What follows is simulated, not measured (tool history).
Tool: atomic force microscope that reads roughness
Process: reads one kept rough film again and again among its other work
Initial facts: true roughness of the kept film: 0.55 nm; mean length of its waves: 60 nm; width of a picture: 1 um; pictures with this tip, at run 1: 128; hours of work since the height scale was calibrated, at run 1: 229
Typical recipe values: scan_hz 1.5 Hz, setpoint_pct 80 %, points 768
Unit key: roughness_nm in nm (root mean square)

run,hour,scan_hz,setpoint_pct,points,pictures with this tip,hours of work since the height scale was calibrated,roughness_nm
1,0,1.5,80,768,128,229,0.4738
2,7.5,1.5,70,768,136,233,0.5006
3,13.3,1.5,70,768,142,237,0.5009
4,19.2,1.5,70,768,149,241,0.5008
5,30.1,1.5,80,768,160,248,0.4735
6,39.9,1.5,80,768,171,255,0.4728
7,46.8,1.5,80,768,178,259,0.4744
8,52.3,1.5,80,768,184,263,0.4729
9,64,1.5,80,768,196,271,0.4724
10,72.9,1.5,67,768,206,276,0.5059
11,80.5,1.5,67,768,214,281,0.5063
12,87.3,1.5,67,768,221,286,0.5054
13,96.2,0.73,67,768,230,292,0.5236
14,105.9,1.4,80,768,241,298,0.4761
15,118.5,2.27,80,768,254,306,0.4428
16,129,2.27,80,768,265,313,0.4417
17,138.7,2.27,80,768,276,320,0.442
18,150.9,2.27,80,768,289,328,0.441
19,160.5,2.27,70,768,299,334,0.4781
20,169.9,0.74,80,768,309,340,0.5026
# hour 171.9: height scale calibrated on a step standard
21,176.6,0.74,80,768,315,3,0.5039
22,183.5,1.78,65,298,322,8,0.5009
23,189.3,0.83,65,298,328,11,0.5207
24,200.1,0.73,62,768,340,19,0.5265
25,205.5,2.47,65,768,346,22,0.4887
26,211.2,0.96,79,573,352,26,0.4952
# hour 218.7: height scale calibrated on a step standard, once more
27,220.9,3.5,80,354,361,1,0.3966
28,232.5,1.5,56,768,373,9,0.5169
# hour 233.6: new tip fitted
29,239.8,1.37,80,877,7,14,0.4806
30,251.1,1.37,80,877,19,21,0.4804
31,257.4,2.26,67,768,25,25,0.4919
32,263.5,2.26,78,768,32,29,0.4529
33,271,1.5,89,593,40,34,0.4428
34,276.4,2.7,89,593,45,38,0.3857

For run 35, what comes out?
35,285.7,1.5,80,300,55,44,?

{"run 35": {"roughness_nm": 0.4736}}
On a tool with no hidden condition, and with the same random variation, this run would have come out at roughness_nm 0.475 nm (root mean square).
